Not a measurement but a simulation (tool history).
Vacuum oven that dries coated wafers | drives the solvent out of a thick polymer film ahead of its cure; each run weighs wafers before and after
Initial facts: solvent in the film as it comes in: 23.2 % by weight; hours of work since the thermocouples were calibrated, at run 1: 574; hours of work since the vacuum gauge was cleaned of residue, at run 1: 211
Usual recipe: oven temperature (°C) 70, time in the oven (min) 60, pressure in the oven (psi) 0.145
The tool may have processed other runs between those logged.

run   hour  oven temperature (°C)  time in the oven (min)  pressure in the oven (psi)  hours of work since the thermocouples were calibrated  hours of work since the vacuum gauge was cleaned of residue  solvent left in the film (%)
  1      0                     70                      60                       0.145                                                    574                                                          211                          4.08
  2   14.1                     70                      60                       0.278                                                    582                                                          219                           4.6
  3   28.9                     70                      60                       0.278                                                    591                                                          227                          4.62
  4   38.2                     70                      37                       0.145                                                    596                                                          233                          7.14
  5   48.8                     70                      39                       0.145                                                    602                                                          239                          6.81
  6   61.1                     63                      39                       0.145                                                    609                                                          245                          9.27
  7   69.2                     63                      39                       0.145                                                    613                                                          250                          9.25
  8   85.6                     70                      60                       0.145                                                    623                                                          259                          4.07
  9  103.9                     58                      60                       0.145                                                    633                                                          270                          8.28
 10    121                     58                      60                       0.145                                                    642                                                          279                          8.29
 11  135.8                     58                      60                       0.145                                                    651                                                          287                          8.29
 12  148.7                     58                      60                       0.145                                                    658                                                          295                           8.3
 13  167.9                     63                      60                       0.145                                                    669                                                          306                          6.41
 14  185.7                     63                      60                       0.145                                                    679                                                          316                          6.42
 15  202.4                     63                      60                       0.145                                                    688                                                          325                          6.45
 16  221.2                     63                      60                       0.145                                                    699                                                          335                          6.42
 17  229.4                     71                      45                       0.145                                                    703                                                          340                          5.48
 18  245.5                     71                      45                       0.145                                                    712                                                          349                          5.48
 19  263.9                     64                      83                       0.145                                                    723                                                          359                          4.08
 20  273.8                     83                      83                       0.145                                                    728                                                          365                          0.66
 21  288.2                     80                      60                       0.145                                                    736                                                          373                          1.69
 22  301.5                     80                      60                       0.145                                                    744                                                          381                          1.67
 23  320.1                     80                      60                       0.145                                                    754                                                          391                          1.69
 24  331.8                     83                      60                       0.531                                                    761                                                          398                          2.22
 25    345                     83                      52                       0.531                                                    768                                                          405                          2.59
 26    360                     83                      52                       0.531                                                    777                                                          414                          2.62
 27  378.1                     83                      52                       0.531                                                    787                                                          424                          2.61
 28  390.8                     83                      52                       0.531                                                    794                                                          431                           2.6
 29  405.2                     83                      52                       0.531                                                    802                                                          439                          2.62
 30    423                     80                      43                       0.145                                                    812                                                          449                          3.07
 31  438.7                     80                      43                       0.145                                                    821                                                          458                          3.07
 32  454.2                     57                      69                         0.5                                                    830                                                          467                          9.72

5 ways to go on from here, each from the tool as it stands after run 32. What would each give?
  A  472.3                     78                      69                        0.22                                                    840                                                          477                             ?
  B  472.3                     84                      69                       0.571                                                    840                                                          477                             ?
  C  472.3                     61                      69                       0.261                                                    840                                                          477                             ?
  D  472.3                     63                      55                       0.088                                                    840                                                          477                             ?
  E  472.3                     57                      41                       0.464                                                    840                                                          477                             ?

run  solvent left in the film (%)
  A                          1.81
  B                          1.91
  C                          6.81
  D                          6.69
  E                         12.41
Take away the tool's hidden state, keep each run's random variation, and the runs would have read:
run  solvent left in the film (%)
  A                          1.89
  B                          1.97
  C                          7.01
  D                          6.89
  E                         12.61

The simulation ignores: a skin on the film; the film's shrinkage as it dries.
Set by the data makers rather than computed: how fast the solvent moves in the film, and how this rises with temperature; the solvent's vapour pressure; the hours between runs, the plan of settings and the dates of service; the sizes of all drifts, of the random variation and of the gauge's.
